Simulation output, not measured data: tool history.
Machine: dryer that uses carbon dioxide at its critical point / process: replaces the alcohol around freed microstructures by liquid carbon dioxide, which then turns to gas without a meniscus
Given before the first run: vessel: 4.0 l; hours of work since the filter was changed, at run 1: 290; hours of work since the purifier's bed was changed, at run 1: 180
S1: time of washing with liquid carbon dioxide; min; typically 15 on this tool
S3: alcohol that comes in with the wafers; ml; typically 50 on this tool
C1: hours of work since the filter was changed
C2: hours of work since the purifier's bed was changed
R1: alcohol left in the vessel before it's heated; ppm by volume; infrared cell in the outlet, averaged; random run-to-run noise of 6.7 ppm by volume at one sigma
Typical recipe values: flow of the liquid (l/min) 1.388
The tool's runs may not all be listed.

{"run": 1, "hour": 0.0, "S1": 15, "flow of the liquid (l/min)": 1.388, "S3": 50, "C1": 290, "C2": 180, "R1": 489}
{"run": 2, "hour": 18.6, "S1": 15, "flow of the liquid (l/min)": 1.388, "S3": 50, "C1": 303, "C2": 193, "R1": 535}
{"run": 3, "hour": 32.2, "S1": 15, "flow of the liquid (l/min)": 1.388, "S3": 50, "C1": 312, "C2": 202, "R1": 523}
{"run": 4, "hour": 48.0, "S1": 15, "flow of the liquid (l/min)": 1.388, "S3": 50, "C1": 323, "C2": 213, "R1": 537}
{"run": 5, "hour": 64.9, "S1": 12, "flow of the liquid (l/min)": 1.388, "S3": 50, "C1": 334, "C2": 224, "R1": 980}
{"hour": 69.7, "done": "inlet filter changed"}
{"run": 6, "hour": 76.6, "S1": 12, "flow of the liquid (l/min)": 1.388, "S3": 50, "C1": 5, "C2": 232, "R1": 658}
{"run": 7, "hour": 87.2, "S1": 10, "flow of the liquid (l/min)": 1.388, "S3": 50, "C1": 12, "C2": 239, "R1": 1043}
{"run": 8, "hour": 110.7, "S1": 10, "flow of the liquid (l/min)": 1.388, "S3": 50, "C1": 28, "C2": 255, "R1": 1074}
{"run": 9, "hour": 131.4, "S1": 20, "flow of the liquid (l/min)": 1.04, "S3": 88, "C1": 42, "C2": 269, "R1": 607}
{"run": 10, "hour": 153.6, "S1": 20, "flow of the liquid (l/min)": 1.04, "S3": 88, "C1": 57, "C2": 284, "R1": 634}
{"run": 11, "hour": 170.6, "S1": 20, "flow of the liquid (l/min)": 1.5, "S3": 77, "C1": 69, "C2": 296, "R1": 139}
{"run": 12, "hour": 193.6, "S1": 20, "flow of the liquid (l/min)": 1.5, "S3": 77, "C1": 85, "C2": 312, "R1": 149}
{"run": 13, "hour": 210.4, "S1": 15, "flow of the liquid (l/min)": 1.388, "S3": 21, "C1": 96, "C2": 323, "R1": 186}
{"run": 14, "hour": 226.3, "S1": 15, "flow of the liquid (l/min)": 1.388, "S3": 26, "C1": 107, "C2": 334, "R1": 219}
{"run": 15, "hour": 238.5, "S1": 15, "flow of the liquid (l/min)": 1.388, "S3": 26, "C1": 115, "C2": 342, "R1": 224}
{"run": 16, "hour": 251.0, "S1": 11, "flow of the liquid (l/min)": 1.388, "S3": 44, "C1": 124, "C2": 351, "R1": 865}

Each row is a separate what-if for the run after 16, all from the same tool condition, not one after another. Results?
{"run": "A", "hour": 262.3, "S1": 10, "flow of the liquid (l/min)": 1.388, "S3": 50, "C1": 131, "C2": 358, "R1": "?"}
{"run": "B", "hour": 262.3, "S1": 21, "flow of the liquid (l/min)": 1.388, "S3": 47, "C1": 131, "C2": 358, "R1": "?"}
{"run": "C", "hour": 262.3, "S1": 11, "flow of the liquid (l/min)": 1.388, "S3": 84, "C1": 131, "C2": 358, "R1": "?"}
{"run": "D", "hour": 262.3, "S1": 22, "flow of the liquid (l/min)": 1.388, "S3": 44, "C1": 131, "C2": 358, "R1": "?"}
{"run": "E", "hour": 262.3, "S1": 10, "flow of the liquid (l/min)": 1.388, "S3": 39, "C1": 131, "C2": 358, "R1": "?"}

run=A R1=1233
run=B R1=120
run=C R1=1609
run=D R1=98
run=E R1=985
Without the tool's unlogged condition, the same runs would have read:
run=A R1=1026
run=B R1=62
run=C R1=1329
run=D R1=45
run=E R1=813
